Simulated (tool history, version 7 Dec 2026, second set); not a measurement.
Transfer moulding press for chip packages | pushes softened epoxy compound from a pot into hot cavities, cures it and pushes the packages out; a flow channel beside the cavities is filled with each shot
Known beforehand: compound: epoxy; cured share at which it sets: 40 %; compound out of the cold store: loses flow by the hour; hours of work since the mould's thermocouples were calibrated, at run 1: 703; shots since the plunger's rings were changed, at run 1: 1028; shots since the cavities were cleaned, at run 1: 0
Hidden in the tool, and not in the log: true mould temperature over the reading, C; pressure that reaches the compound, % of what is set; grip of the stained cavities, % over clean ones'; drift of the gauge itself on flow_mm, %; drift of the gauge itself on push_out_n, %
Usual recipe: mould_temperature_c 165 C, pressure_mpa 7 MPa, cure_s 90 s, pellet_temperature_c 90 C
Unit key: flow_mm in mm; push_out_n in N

run,hour,mould_temperature_c,pressure_mpa,cure_s,pellet_temperature_c,hours of work since the mould's thermocouples were calibrated,shots since the plunger's rings were changed,shots since the cavities were cleaned,incoming compound's hours out of the cold store,flow_mm,push_out_n
1,0,165,7,90,90,703,1028,0,18,1004,399
2,35.5,165,7,90,96,726,1501,473,12.6,998,587
# hour 57.9: cavities cleaned with cleaning compound and waxed
3,58.8,165,7,90,96,740,1790,11,26.8,933,353
4,87,165,7,80,90,758,2165,386,14.7,996,725
# hour 115.3: cavities cleaned with cleaning compound and waxed
5,123.4,165,7,80,90,780,2630,108,27.7,923,558
6,154.1,169,7,80,90,800,3038,516,44,833,548
# hour 173.6: cavities cleaned with cleaning compound and waxed
7,176.7,169,7,80,90,813,3319,42,41.9,847,390
8,197.7,165,7,90,90,827,3598,321,34.9,885,500
# hour 207.6: mould's thermocouples calibrated
9,225.5,167,7,90,90,11,3941,664,15.2,950,594
# hour 234: cavities cleaned with cleaning compound and waxed
10,257.7,167,7,90,90,31,4349,315,19.3,929,495
# hour 263.4: plunger's sealing rings changed
# hour 296: cavities cleaned with cleaning compound and waxed
11,299.5,167,7,90,90,55,459,45,38.8,908,376
12,323,165,7,90,82,70,773,359,15.4,1015,605
13,348.1,165,7,90,82,86,1107,693,47.3,880,610
# hour 353.8: cavities cleaned with cleaning compound and waxed
14,377,165,7,90,82,104,1471,309,29.5,942,568
15,394.6,165,6.99,81,90,115,1705,543,47.5,867,738
# hour 412.5: cavities cleaned with cleaning compound and waxed
16,416.4,165,6.99,81,90,128,1975,52,39.7,890,520
17,455.6,167,7.05,120,88,153,2496,573,8.4,1016,438
# hour 470.3: cavities cleaned with cleaning compound and waxed
18,495.5,167,6.14,109,100,178,3006,334,41.5,801,399
19,524.4,172,6.26,91,84,196,3392,720,30.6,841,483
# hour 528: cavities cleaned with cleaning compound and waxed
20,553.7,172,7.64,88,90,214,3760,341,31.2,916,414
# hour 585.8: cavities cleaned with cleaning compound and waxed
21,586.5,170,8.13,89,95,234,4177,9,24.3,963,303
# hour 603.6: plunger's sealing rings changed
22,614.9,170,8.13,89,95,251,150,354,40.9,958,433
# hour 647.5: cavities cleaned with cleaning compound and waxed
23,655.7,158,7,95,90,276,673,110,36.3,957,656
24,692.3,158,6.46,95,90,299,1159,596,24.8,953,937
# hour 704.8: cavities cleaned with cleaning compound and waxed
25,712.1,158,6.46,95,90,311,1403,98,21.4,957,686
26,736.8,158,6.46,95,90,327,1731,426,13.4,984,920
# hour 762.5: cavities cleaned with cleaning compound and waxed
27,774.2,165,5.87,77,94,350,2208,156,15.2,904,679

Consider 3 possible next runs. They are alternatives, not a sequence: every one starts from the tool as it was left by run 27. What does each give?
A,794.9,167,5.67,77,94,363,2484,432,8.9,?,?
B,794.9,165,6.45,74,90,363,2484,432,31,?,?
C,794.9,173,7.27,122,94,363,2484,432,29.7,?,?

run,flow_mm,push_out_n
A,906,735
B,872,868
C,915,398
Without the tool's hidden state the same runs would have given:
run,flow_mm,push_out_n
A,956,517
B,920,610
C,965,269
